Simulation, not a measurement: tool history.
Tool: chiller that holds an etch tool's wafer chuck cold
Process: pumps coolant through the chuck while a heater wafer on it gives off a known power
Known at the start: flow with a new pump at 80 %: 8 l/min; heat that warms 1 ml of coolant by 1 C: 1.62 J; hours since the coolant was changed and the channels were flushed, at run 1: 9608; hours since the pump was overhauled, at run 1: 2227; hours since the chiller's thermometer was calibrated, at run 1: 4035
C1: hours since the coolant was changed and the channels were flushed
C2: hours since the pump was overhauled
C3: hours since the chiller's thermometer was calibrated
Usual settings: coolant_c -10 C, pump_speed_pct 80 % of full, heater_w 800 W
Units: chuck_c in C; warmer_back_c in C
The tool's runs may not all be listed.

Run 1, day 0: usual settings; C1 9608; C2 2227; C3 4035. Result: chuck_c -1.6 C, warmer_back_c 3.87 C.
Run 2, day 4.317: usual settings; C1 9711; C2 2330; C3 4138. Result: chuck_c -1.5 C, warmer_back_c 3.86 C.
Run 3, day 6.446: usual settings; C1 9762; C2 2381; C3 4189. Result: chuck_c -1.5 C, warmer_back_c 3.82 C.
Run 4, day 11.125: usual settings but coolant_c -16 C; C1 9875; C2 2494; C3 4302. Result: chuck_c -7.6 C, warmer_back_c 3.89 C.
Run 5, day 13.188: usual settings but coolant_c -16 C; C1 9924; C2 2543; C3 4351. Result: chuck_c -7.6 C, warmer_back_c 3.85 C.
Run 6, day 17.821: usual settings but coolant_c -16 C; C1 10035; C2 2655; C3 4462. Result: chuck_c -7.5 C, warmer_back_c 3.92 C.
Run 7, day 20.754: usual settings but coolant_c -20 C, pump_speed_pct 99 % of full, heater_w 408 W; C1 10106; C2 2725; C3 4533. Result: chuck_c -16.2 C, warmer_back_c 1.57 C.
At day 22.321: coolant changed, channels flushed.
Run 8, day 25.758: usual settings but pump_speed_pct 91 % of full, heater_w 908 W; C1 83; C2 2839; C3 4647. Result: chuck_c -1.7 C, warmer_back_c 3.88 C.
Run 9, day 28.675: usual settings but coolant_c -5 C, pump_speed_pct 79 % of full; C1 153; C2 2909; C3 4717. Result: chuck_c 2.9 C, warmer_back_c 3.94 C.
Run 10, day 31.338: usual settings but coolant_c -5 C, pump_speed_pct 79 % of full; C1 216; C2 2973; C3 4781. Result: chuck_c 2.9 C, warmer_back_c 3.94 C.

Forecast each of these 3 alternatives for the next run:
Run A, day 33.938: usual settings but coolant_c -19 C, heater_w 623 W; C1 279; C2 3035; C3 4843. Result: chuck_c ?, warmer_back_c ?.
Run B, day 33.938: usual settings but coolant_c -4 C, pump_speed_pct 88 % of full, heater_w 633 W; C1 279; C2 3035; C3 4843. Result: chuck_c ?, warmer_back_c ?.
Run C, day 33.938: usual settings but coolant_c -7 C, pump_speed_pct 86 % of full, heater_w 882 W; C1 279; C2 3035; C3 4843. Result: chuck_c ?, warmer_back_c ?.

run  chuck_c  warmer_back_c
  A    -12.9           3.04
  B      1.9           2.79
  C      1.5           3.99
Without the tool's hidden state the same runs would have given:
run  chuck_c  warmer_back_c
  A    -13.1           2.89
  B      1.8           2.66
  C      1.3            3.8

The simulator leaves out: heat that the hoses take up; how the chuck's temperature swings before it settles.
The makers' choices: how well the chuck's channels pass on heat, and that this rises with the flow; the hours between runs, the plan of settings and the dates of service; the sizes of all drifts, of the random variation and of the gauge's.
